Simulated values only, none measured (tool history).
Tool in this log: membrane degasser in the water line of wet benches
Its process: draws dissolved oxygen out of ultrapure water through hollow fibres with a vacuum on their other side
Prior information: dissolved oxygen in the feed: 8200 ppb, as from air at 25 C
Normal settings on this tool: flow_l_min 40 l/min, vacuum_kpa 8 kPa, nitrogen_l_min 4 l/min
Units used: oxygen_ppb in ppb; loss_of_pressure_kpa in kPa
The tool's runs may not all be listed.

| run | hour | flow_l_min | vacuum_kpa | nitrogen_l_min | oxygen_ppb | loss_of_pressure_kpa |
|---|---|---|---|---|---|---|
| 1 | 0 | 40 | 8 | 4 | 306.9 | 56.01 |
| 2 | 58.8 | 40 | 8 | 4 | 306.1 | 56.26 |
| 3 | 143.6 | 40 | 8 | 4 | 304.7 | 56.17 |
| 4 | 233.3 | 40 | 8 | 4 | 307.6 | 56.54 |
| 5 | 281.1 | 40 | 14.42 | 4 | 449.7 | 56.6 |
| 6 | 339.4 | 40 | 14.42 | 4 | 447.1 | 56.48 |
| 7 | 414.9 | 40 | 14.42 | 4 | 441.4 | 56.45 |
| 8 | 466.9 | 40 | 14.42 | 4 | 448.2 | 56.44 |
| 9 | 538.8 | 40 | 14.42 | 4 | 444.5 | 56.73 |
| 10 | 611.1 | 40 | 14.42 | 4 | 445.6 | 56.75 |
| 11 | 666.9 | 40 | 14.42 | 4 | 445.6 | 56.68 |
| 12 | 750.3 | 40 | 14.42 | 4 | 444.3 | 56.99 |
| 13 | 839.5 | 50 | 15.22 | 4 | 581.2 | 71.03 |
| 14 | 898.5 | 53 | 15.38 | 2.39 | 806.9 | 75.49 |
| 15 | 943.5 | 64 | 8 | 4 | 492.9 | 90.47 |
| 16 | 997.9 | 64 | 8 | 4 | 499.9 | 91.13 |
| 17 | 1054.9 | 40 | 6.16 | 3.86 | 265.6 | 56.67 |
| 18 | 1106.8 | 40 | 6.16 | 3.86 | 265.5 | 56.25 |
| 19 | 1177 | 58 | 8 | 11.24 | 371.2 | 82.17 |
| 20 | 1233.9 | 58 | 8 | 11.24 | 366.1 | 82.53 |

How would selected steps in oxygen_ppb from run to run divide? Give the signed amount a tool lacking its hidden state would still show from settings, what came in and random variation, and the signed amount left for the hidden state, including any gauge scatter that is not in both of the compared results.
Hidden conditions of the tool in this case: membrane still open, %; true pressure behind the membrane over the reading, kPa; air that leaks in behind the membrane, l/min; drift of the gauge itself on oxygen_ppb, %; drift of the gauge itself on loss_of_pressure_kpa, %.
Run 14 -> 15: flow_l_min 53 -> 64, vacuum_kpa 15.38 -> 8, nitrogen_l_min 2.39 -> 4. oxygen_ppb -314 ppb: hidden state +3.4, all else -317.4.
Run 16 -> 17: flow_l_min 64 -> 40, vacuum_kpa 8 -> 6.16, nitrogen_l_min 4 -> 3.86. oxygen_ppb -234.3 ppb: hidden state -7, all else -227.3.
Run 18 -> 19: flow_l_min 40 -> 58, vacuum_kpa 6.16 -> 8, nitrogen_l_min 3.86 -> 11.24. oxygen_ppb +105.7 ppb: hidden state +6.3, all else +99.4.
